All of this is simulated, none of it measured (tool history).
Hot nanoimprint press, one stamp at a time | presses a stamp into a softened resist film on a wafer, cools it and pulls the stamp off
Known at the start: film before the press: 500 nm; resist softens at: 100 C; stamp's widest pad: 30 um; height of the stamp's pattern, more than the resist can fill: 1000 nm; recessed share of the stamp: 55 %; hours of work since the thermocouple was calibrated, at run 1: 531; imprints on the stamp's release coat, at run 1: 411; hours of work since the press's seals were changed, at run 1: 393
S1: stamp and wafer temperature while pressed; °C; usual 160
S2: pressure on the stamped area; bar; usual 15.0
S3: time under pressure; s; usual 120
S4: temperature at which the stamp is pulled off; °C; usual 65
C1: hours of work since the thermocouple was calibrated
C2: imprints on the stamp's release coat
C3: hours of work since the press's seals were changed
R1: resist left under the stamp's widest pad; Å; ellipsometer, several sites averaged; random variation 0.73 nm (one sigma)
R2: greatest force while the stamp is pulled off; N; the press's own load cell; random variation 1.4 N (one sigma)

run 1 hour=0.0 | S1=160 S2=15.0 S3=120 S4=65 | C1=531 C2=411 C3=393 | R1=2317 R2=221
run 2 hour=8.1 | S1=160 S2=15.0 S3=120 S4=65 | C1=536 C2=436 C3=399 | R1=2327 R2=218
run 3 hour=21.0 | S1=160 S2=15.0 S3=120 S4=65 | C1=545 C2=477 C3=408 | R1=2325 R2=217
run 4 hour=38.4 | S1=160 S2=15.0 S3=120 S4=65 | C1=557 C2=532 C3=420 | R1=2331 R2=222
-- hour=48.3 plate thermocouple calibrated
run 5 hour=49.0 | S1=160 S2=15.0 S3=120 S4=65 | C1=0 C2=556 C3=425 | R1=2180 R2=212
run 6 hour=62.3 | S1=160 S2=15.0 S3=120 S4=65 | C1=10 C2=598 C3=434 | R1=2200 R2=213
run 7 hour=73.9 | S1=160 S2=15.0 S3=120 S4=65 | C1=18 C2=635 C3=442 | R1=2186 R2=215
run 8 hour=85.1 | S1=160 S2=15.0 S3=120 S4=65 | C1=26 C2=671 C3=450 | R1=2195 R2=211
run 9 hour=93.1 | S1=160 S2=15.0 S3=120 S4=65 | C1=31 C2=696 C3=456 | R1=2191 R2=217
run 10 hour=108.0 | S1=160 S2=15.0 S3=98 S4=65 | C1=42 C2=743 C3=466 | R1=2342 R2=216
run 11 hour=122.6 | S1=160 S2=13.7 S3=98 S4=65 | C1=52 C2=789 C3=476 | R1=2460 R2=221
run 12 hour=141.1 | S1=160 S2=20.4 S3=120 S4=65 | C1=65 C2=848 C3=489 | R1=1851 R2=221
-- hour=154.5 stamp cleaned and given a new release coat
run 13 hour=164.3 | S1=164 S2=11.6 S3=120 S4=65 | C1=77 C2=31 C3=501 | R1=2220 R2=200
run 14 hour=176.6 | S1=160 S2=12.0 S3=69 S4=65 | C1=86 C2=70 C3=510 | R1=2944 R2=199
run 15 hour=192.2 | S1=160 S2=12.0 S3=69 S4=65 | C1=96 C2=119 C3=521 | R1=2953 R2=200
run 16 hour=206.9 | S1=160 S2=11.9 S3=120 S4=61 | C1=107 C2=166 C3=531 | R1=2526 R2=229
run 17 hour=219.9 | S1=160 S2=11.9 S3=120 S4=61 | C1=116 C2=207 C3=540 | R1=2511 R2=224
run 18 hour=229.2 | S1=160 S2=11.9 S3=151 S4=61 | C1=122 C2=237 C3=547 | R1=2365 R2=227
run 19 hour=242.1 | S1=160 S2=11.9 S3=151 S4=61 | C1=131 C2=277 C3=556 | R1=2361 R2=229
run 20 hour=254.8 | S1=160 S2=11.9 S3=151 S4=61 | C1=140 C2=317 C3=565 | R1=2350 R2=234
run 21 hour=266.6 | S1=160 S2=11.9 S3=151 S4=61 | C1=148 C2=355 C3=573 | R1=2348 R2=234

4 ways to go on from here, each from the tool as it stands after run 21. What would each give?
run A hour=274.3 | S1=160 S2=11.0 S3=67 S4=61 | C1=154 C2=379 C3=578 | R1=? R2=?
run B hour=274.3 | S1=150 S2=12.8 S3=120 S4=55 | C1=154 C2=379 C3=578 | R1=? R2=?
run C hour=274.3 | S1=161 S2=11.9 S3=108 S4=61 | C1=154 C2=379 C3=578 | R1=? R2=?
run D hour=274.3 | S1=148 S2=9.4 S3=161 S4=61 | C1=154 C2=379 C3=578 | R1=? R2=?

run=A R1=3111 R2=233
run=B R1=3389 R2=267
run=C R1=2534 R2=231
run=D R1=3813 R2=232
Without the tool's hidden state the same runs would have given:
run=A R1=3044 R2=218
run=B R1=3310 R2=250
run=C R1=2471 R2=217
run=D R1=3740 R2=217
